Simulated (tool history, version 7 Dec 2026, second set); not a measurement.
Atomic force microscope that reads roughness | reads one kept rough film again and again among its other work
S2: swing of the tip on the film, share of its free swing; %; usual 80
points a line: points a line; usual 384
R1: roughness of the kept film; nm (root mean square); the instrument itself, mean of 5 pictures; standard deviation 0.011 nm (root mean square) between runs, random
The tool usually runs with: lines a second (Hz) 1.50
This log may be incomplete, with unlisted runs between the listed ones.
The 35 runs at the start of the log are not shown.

run 36 hour=294.1 | lines_a_second_(Hz)=0.88 S2=80 points_a_line=266 | R1=1.697
run 37 hour=298.7 | lines_a_second_(Hz)=0.88 S2=80 points_a_line=266 | R1=1.661
run 38 hour=305.9 | lines_a_second_(Hz)=0.88 S2=80 points_a_line=266 | R1=1.604
-- hour=314.3 new tip fitted
run 39 hour=314.7 | lines_a_second_(Hz)=0.56 S2=88 points_a_line=312 | R1=2.759
run 40 hour=323.4 | lines_a_second_(Hz)=1.17 S2=62 points_a_line=312 | R1=2.657
run 41 hour=330.2 | lines_a_second_(Hz)=1.17 S2=62 points_a_line=312 | R1=2.497
run 42 hour=338.5 | lines_a_second_(Hz)=1.17 S2=62 points_a_line=312 | R1=2.344
run 43 hour=343.8 | lines_a_second_(Hz)=1.17 S2=62 points_a_line=312 | R1=2.265
run 44 hour=353.4 | lines_a_second_(Hz)=1.50 S2=80 points_a_line=289 | R1=1.929
run 45 hour=364.4 | lines_a_second_(Hz)=3.42 S2=74 points_a_line=392 | R1=1.677
run 46 hour=373.4 | lines_a_second_(Hz)=3.42 S2=74 points_a_line=392 | R1=1.587
run 47 hour=382.1 | lines_a_second_(Hz)=1.50 S2=69 points_a_line=463 | R1=1.719

Run 48 is up next; what results do you expect?
run 48 hour=392.2 | lines_a_second_(Hz)=1.50 S2=69 points_a_line=463 | R1=?

Run 48 yielded R1 1.647 nm (root mean square).
Without the tool's hidden state the same run would have given R1 2.812 nm (root mean square).

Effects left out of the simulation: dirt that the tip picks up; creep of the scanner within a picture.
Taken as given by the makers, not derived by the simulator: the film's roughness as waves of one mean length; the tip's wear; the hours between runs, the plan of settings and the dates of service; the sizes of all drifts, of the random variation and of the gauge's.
